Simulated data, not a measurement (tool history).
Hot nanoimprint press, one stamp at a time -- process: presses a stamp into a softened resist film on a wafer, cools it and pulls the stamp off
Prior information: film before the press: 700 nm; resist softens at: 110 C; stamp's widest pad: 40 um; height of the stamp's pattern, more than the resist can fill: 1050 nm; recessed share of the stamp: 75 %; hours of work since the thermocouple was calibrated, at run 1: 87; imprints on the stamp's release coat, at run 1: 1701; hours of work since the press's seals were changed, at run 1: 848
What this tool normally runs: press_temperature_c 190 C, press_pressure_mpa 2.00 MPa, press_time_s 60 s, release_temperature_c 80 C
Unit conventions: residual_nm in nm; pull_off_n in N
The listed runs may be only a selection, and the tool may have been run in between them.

| run | hour | press_temperature_c | press_pressure_mpa | press_time_s | release_temperature_c | hours of work since the thermocouple was calibrated | imprints on the stamp's release coat | hours of work since the press's seals were changed | residual_nm | pull_off_n |
|---|---|---|---|---|---|---|---|---|---|---|
| 1 | 0.0 | 190 | 2.00 | 60 | 80 | 87 | 1701 | 848 | 313.2 | 123 |
| 2 | 28.3 | 190 | 2.00 | 60 | 80 | 104 | 1783 | 866 | 309.5 | 124 |
| 3 | 59.4 | 190 | 2.00 | 60 | 80 | 124 | 1873 | 885 | 314.9 | 121 |
| 4 | 87.8 | 190 | 2.00 | 60 | 80 | 141 | 1955 | 902 | 313.4 | 130 |
| 5 | 106.3 | 190 | 2.00 | 60 | 80 | 152 | 2008 | 914 | 312.4 | 127 |
| 6 | 121.1 | 190 | 2.00 | 60 | 80 | 162 | 2051 | 923 | 310.7 | 132 |
| 7 | 143.5 | 190 | 2.00 | 60 | 85 | 175 | 2116 | 937 | 316.9 | 111 |
| 8 | 172.1 | 190 | 2.00 | 60 | 85 | 193 | 2199 | 954 | 314.5 | 113 |
|  | 196.4 | stamp cleaned and given a new release coat |
| 9 | 204.4 | 190 | 2.50 | 74 | 85 | 209 | 23 | 971 | 265.1 | 92 |
|  | 221.9 | press's hydraulic seals changed and the load cell set to zero |
| 10 | 231.6 | 190 | 2.50 | 74 | 85 | 221 | 78 | 6 | 261.7 | 90 |
| 11 | 265.7 | 190 | 1.61 | 36 | 80 | 242 | 177 | 27 | 405.9 | 107 |
| 12 | 294.6 | 198 | 2.71 | 61 | 77 | 260 | 260 | 45 | 190.5 | 123 |
| 13 | 323.7 | 185 | 2.00 | 38 | 80 | 278 | 344 | 63 | 455.2 | 109 |
| 14 | 351.4 | 187 | 2.00 | 51 | 80 | 295 | 424 | 80 | 382.9 | 107 |
| 15 | 371.9 | 183 | 1.50 | 56 | 77 | 308 | 484 | 93 | 482.1 | 121 |

How the hidden state differs across the entries between the runs, from the last listed run before each to the first after it:
From run 8 to run 9: stamp cleaned and given a new release coat (hour 196.4)
  true temperature over the reading, C: -1 -> -1.07; pressure that arrives at the usual setting, %: 97.46 -> 97.42; grip of the stamp's worn release coat, % over a new coat's: 25.1 -> 0.3
  what was measured, less what the result would be without the hidden state, residual_nm: +16.9 -> +16.9 nm; pull_off_n: +25 -> +3 N
From run 9 to run 10: press's hydraulic seals changed and the load cell set to zero (hour 221.9)
  true temperature over the reading, C: -1.07 -> -1.12; pressure that arrives at the usual setting, %: 97.42 -> 100.22; grip of the stamp's worn release coat, % over a new coat's: 0.3 -> 0.9
  what was measured, less what the result would be without the hidden state, residual_nm: +16.9 -> +13.1 nm; pull_off_n: +3 -> +4 N
